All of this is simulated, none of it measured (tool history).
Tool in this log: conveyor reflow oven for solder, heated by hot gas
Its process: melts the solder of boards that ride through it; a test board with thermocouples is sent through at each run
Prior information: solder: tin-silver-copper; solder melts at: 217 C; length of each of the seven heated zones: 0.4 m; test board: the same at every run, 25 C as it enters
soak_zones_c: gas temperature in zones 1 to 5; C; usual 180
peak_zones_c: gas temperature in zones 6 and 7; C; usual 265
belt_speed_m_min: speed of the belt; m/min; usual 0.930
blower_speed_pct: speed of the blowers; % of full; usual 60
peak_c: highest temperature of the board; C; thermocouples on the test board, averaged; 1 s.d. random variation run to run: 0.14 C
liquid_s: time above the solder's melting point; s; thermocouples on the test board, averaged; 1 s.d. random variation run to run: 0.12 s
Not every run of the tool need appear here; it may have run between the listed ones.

| run | hour | soak_zones_c | peak_zones_c | belt_speed_m_min | blower_speed_pct | peak_c | liquid_s |
|---|---|---|---|---|---|---|---|
| 1 | 0.0 | 180 | 265 | 0.930 | 60 | 247.0 | 36.4 |
| 2 | 18.9 | 180 | 265 | 0.930 | 60 | 246.9 | 36.5 |
| 3 | 36.1 | 180 | 265 | 0.930 | 56 | 245.6 | 35.5 |
| 4 | 60.3 | 180 | 265 | 0.930 | 56 | 245.3 | 35.4 |
| 5 | 81.0 | 180 | 265 | 0.930 | 56 | 245.4 | 35.5 |
| 6 | 93.5 | 180 | 261 | 0.930 | 60 | 243.5 | 34.7 |
| 7 | 117.5 | 180 | 261 | 0.793 | 60 | 248.4 | 45.0 |
| 8 | 136.0 | 180 | 265 | 0.930 | 60 | 246.9 | 36.6 |
| 9 | 147.1 | 180 | 265 | 0.930 | 60 | 247.1 | 36.6 |
| 10 | 157.3 | 180 | 265 | 0.930 | 60 | 246.7 | 36.6 |
| 11 | 172.8 | 180 | 265 | 0.930 | 60 | 247.0 | 36.5 |
| 12 | 184.2 | 180 | 265 | 0.930 | 60 | 246.8 | 36.6 |
| 13 | 206.8 | 180 | 265 | 0.930 | 60 | 246.8 | 36.3 |
| 14 | 231.2 | 180 | 265 | 0.930 | 60 | 246.9 | 36.6 |
| 15 | 252.7 | 180 | 265 | 0.930 | 60 | 246.9 | 36.6 |
| 16 | 262.7 | 180 | 265 | 0.930 | 60 | 246.8 | 36.4 |
| 17 | 273.0 | 180 | 265 | 0.930 | 60 | 246.6 | 36.5 |
| 18 | 286.8 | 180 | 265 | 1.084 | 86 | 248.9 | 32.8 |
| 19 | 305.4 | 180 | 265 | 1.084 | 86 | 248.9 | 32.9 |
| 20 | 325.0 | 180 | 255 | 0.962 | 90 | 244.3 | 35.7 |
| 21 | 339.5 | 180 | 255 | 0.962 | 90 | 244.2 | 35.5 |
| 22 | 350.1 | 165 | 253 | 0.930 | 60 | 233.5 | 23.3 |
| 23 | 361.3 | 192 | 262 | 0.930 | 60 | 246.9 | 40.5 |
| 24 | 384.1 | 192 | 262 | 0.930 | 60 | 246.8 | 40.3 |
| 25 | 407.1 | 180 | 259 | 0.930 | 81 | 246.9 | 38.0 |
| 26 | 422.0 | 180 | 259 | 0.930 | 81 | 247.3 | 38.1 |
| 27 | 441.0 | 177 | 260 | 0.763 | 54 | 246.2 | 44.3 |
| 28 | 454.2 | 182 | 273 | 0.763 | 65 | 261.4 | 54.8 |
| 29 | 473.7 | 190 | 271 | 0.930 | 60 | 254.0 | 42.9 |
| 30 | 491.2 | 186 | 270 | 0.930 | 60 | 252.2 | 40.9 |

Between the runs listed above, the log contained 1 entry, not reproduced here. Where in the sequence does each belong, and how does what the log doesn't record of the tool's condition differ from the listed run before to the listed run after?
Logged between run 4 and run 5: flux residue cleaned out of gas plates and filters (hour 81.0)
  heat that the gas passes to the board, % of a clean oven's: 99.8 -> 100
